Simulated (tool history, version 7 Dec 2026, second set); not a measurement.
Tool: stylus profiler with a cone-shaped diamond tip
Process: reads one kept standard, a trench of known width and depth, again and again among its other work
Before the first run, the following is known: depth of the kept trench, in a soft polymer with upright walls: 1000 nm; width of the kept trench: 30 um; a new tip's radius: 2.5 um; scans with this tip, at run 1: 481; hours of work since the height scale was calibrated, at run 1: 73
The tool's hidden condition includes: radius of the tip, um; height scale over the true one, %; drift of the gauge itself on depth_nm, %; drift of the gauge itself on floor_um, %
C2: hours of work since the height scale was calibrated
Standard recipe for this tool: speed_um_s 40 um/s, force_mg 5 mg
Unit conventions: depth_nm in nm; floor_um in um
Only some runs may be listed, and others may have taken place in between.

Run 1, hour 0: usual settings; scans with this tip 481; C2 73. Result: depth_nm 1010.77 nm, floor_um 25.72 um.
Run 2, hour 10.8: usual settings; scans with this tip 512; C2 77. Result: depth_nm 1010.85 nm, floor_um 25.68 um.
Run 3, hour 17.8: usual settings; scans with this tip 533; C2 81. Result: depth_nm 1011.72 nm, floor_um 25.63 um.
Run 4, hour 30.5: usual settings; scans with this tip 569; C2 86. Result: depth_nm 1011.01 nm, floor_um 25.63 um.
Run 5, hour 40.5: usual settings but force_mg 3.23 mg; scans with this tip 598; C2 90. Result: depth_nm 1008.47 nm, floor_um 25.56 um.
Run 6, hour 54.6: usual settings; scans with this tip 639; C2 97. Result: depth_nm 1011.04 nm, floor_um 25.63 um.
Run 7, hour 62.1: usual settings; scans with this tip 660; C2 100. Result: depth_nm 1010.78 nm, floor_um 25.54 um.
Run 8, hour 70.3: usual settings; scans with this tip 684; C2 103. Result: depth_nm 1011.08 nm, floor_um 25.65 um.
Run 9, hour 76.9: usual settings; scans with this tip 703; C2 106. Result: depth_nm 1011.54 nm, floor_um 25.56 um.
Run 10, hour 85.2: usual settings; scans with this tip 727; C2 110. Result: depth_nm 1010.98 nm, floor_um 25.57 um.
Run 11, hour 94.7: usual settings; scans with this tip 754; C2 114. Result: depth_nm 1011.54 nm, floor_um 25.6 um.
Run 12, hour 108.1: usual settings but speed_um_s 45 um/s, force_mg 1.99 mg; scans with this tip 793; C2 120. Result: depth_nm 1005.89 nm, floor_um 25.47 um.
Run 13, hour 115.1: usual settings but speed_um_s 120 um/s, force_mg 9.74 mg; scans with this tip 813; C2 123. Result: depth_nm 1017.22 nm, floor_um 25.44 um.
Run 14, hour 126.5: usual settings but speed_um_s 120 um/s, force_mg 9.74 mg; scans with this tip 846; C2 128. Result: depth_nm 1017.19 nm, floor_um 25.42 um.
Run 15, hour 137: usual settings but speed_um_s 120 um/s, force_mg 9.74 mg; scans with this tip 876; C2 132. Result: depth_nm 1017.22 nm, floor_um 25.45 um.
Run 16, hour 143.4: usual settings but speed_um_s 19 um/s, force_mg 2.37 mg; scans with this tip 894; C2 135. Result: depth_nm 1007.05 nm, floor_um 25.53 um.
Run 17, hour 158: usual settings but speed_um_s 19 um/s, force_mg 2.37 mg; scans with this tip 936; C2 142. Result: depth_nm 1007.1 nm, floor_um 25.49 um.

Here are 4 independent what-if runs from the current tool condition. What would each one return?
Run A, hour 169: usual settings but speed_um_s 35 um/s; scans with this tip 968; C2 146. Result: depth_nm ?, floor_um ?.
Run B, hour 169: usual settings but speed_um_s 32 um/s, force_mg 14.4 mg; scans with this tip 968; C2 146. Result: depth_nm ?, floor_um ?.
Run C, hour 169: usual settings but speed_um_s 20 um/s, force_mg 8.95 mg; scans with this tip 968; C2 146. Result: depth_nm ?, floor_um ?.
Run D, hour 169: usual settings but force_mg 1.81 mg; scans with this tip 968; C2 146. Result: depth_nm ?, floor_um ?.

run  depth_nm  floor_um
  A    1011.4     25.53
  B   1022.72     25.56
  C   1016.58     25.54
  D   1006.21     25.45
With the hidden condition removed and each run's random variation left untouched, the same runs would have given:
run  depth_nm  floor_um
  A   1010.98     25.97
  B   1022.29     25.99
  C   1016.16     25.97
  D    1005.8     25.89
